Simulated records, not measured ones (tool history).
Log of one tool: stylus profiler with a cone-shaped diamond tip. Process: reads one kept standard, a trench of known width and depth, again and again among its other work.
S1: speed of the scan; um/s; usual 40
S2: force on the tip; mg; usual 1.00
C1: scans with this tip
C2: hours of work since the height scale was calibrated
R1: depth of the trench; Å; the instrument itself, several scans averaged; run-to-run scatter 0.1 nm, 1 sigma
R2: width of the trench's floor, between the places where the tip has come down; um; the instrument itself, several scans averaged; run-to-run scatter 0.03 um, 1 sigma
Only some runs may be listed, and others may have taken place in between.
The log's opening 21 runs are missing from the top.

run,hour,S1,S2,C1,C2,R1,R2
22,273.0,40,2.46,1843,251,1006.1,27.85
23,289.7,40,2.46,1930,263,1006.0,27.88
24,306.5,26,1.00,2018,275,1005.3,27.89
25,317.9,31,1.55,2077,283,1004.1,27.83
26,330.7,18,1.26,2144,292,1002.7,27.92
27,338.2,40,1.41,2183,297,1005.0,27.80
28,347.6,17,0.39,2232,304,1002.3,27.79
29,364.1,17,0.39,2319,316,1002.9,27.87
30,379.9,121,0.86,2401,327,1001.9,27.19
31,387.0,11,0.46,2438,332,1000.7,27.93
32,398.5,11,0.46,2498,340,1000.0,27.89
33,410.4,11,0.46,2560,348,1002.7,27.87
34,422.6,20,0.46,2624,357,1000.2,27.80
35,433.9,22,2.08,2683,365,1003.8,27.90
36,448.9,22,2.08,2762,376,1005.0,27.91
37,459.9,22,2.08,2819,384,1005.3,27.91

Estimate the outcome of run 38 from the log above:
38,473.0,82,0.68,2888,393,?,?

R1: 1003.1 Å
R2: 27.42 um
Take away the tool's hidden state, keep the run-to-run variation as it was, and the same run would have given R1 1003.1 Å, R2 27.42 um.
